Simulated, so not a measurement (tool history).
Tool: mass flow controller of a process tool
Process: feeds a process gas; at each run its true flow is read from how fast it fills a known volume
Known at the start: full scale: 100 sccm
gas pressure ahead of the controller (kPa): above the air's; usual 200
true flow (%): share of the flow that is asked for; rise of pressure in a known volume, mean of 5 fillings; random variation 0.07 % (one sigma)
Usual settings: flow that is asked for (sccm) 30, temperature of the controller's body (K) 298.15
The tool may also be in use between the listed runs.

run      day  flow that is asked for (sccm)  gas pressure ahead of the controller (kPa)  temperature of the controller's body (K)  true flow (%)
  1    0.000                             30                                         200                                    298.15          99.12
  2   20.946                             30                                         200                                    298.15          99.47
  3   36.942                             30                                         200                                    298.15          99.47
  4   54.717                             30                                         200                                    298.15          99.46
  5   70.596                             21                                         200                                    298.15          99.72
  6   93.312                             21                                         200                                    298.15          99.90
  7  109.288                             21                                         200                                    298.15         100.01
  8  124.588                             12                                         200                                    296.15         100.57
  9  148.004                             12                                         200                                    296.15         100.80
 10  166.167                             28                                         224                                    294.15         100.17
 11  177.938                             28                                         224                                    294.15         100.23
 12  202.454                             80                                         273                                    297.15         100.44
 13  222.133                             31                                         178                                    312.15         100.39

The same runs without the tool's hidden state, with the same run-to-run variation:
The hidden state here: flow at rest that the sensor doesn't see, % of full scale; true flow over the shown one, %; drift of the gauge itself on true_pct, %.
run  true flow (%)
  1          98.85
  2          99.08
  3          98.97
  4          98.86
  5          98.86
  6          98.87
  7          98.87
  8          98.75
  9          98.72
 10          98.83
 11          98.81
 12          99.39
 13          98.76

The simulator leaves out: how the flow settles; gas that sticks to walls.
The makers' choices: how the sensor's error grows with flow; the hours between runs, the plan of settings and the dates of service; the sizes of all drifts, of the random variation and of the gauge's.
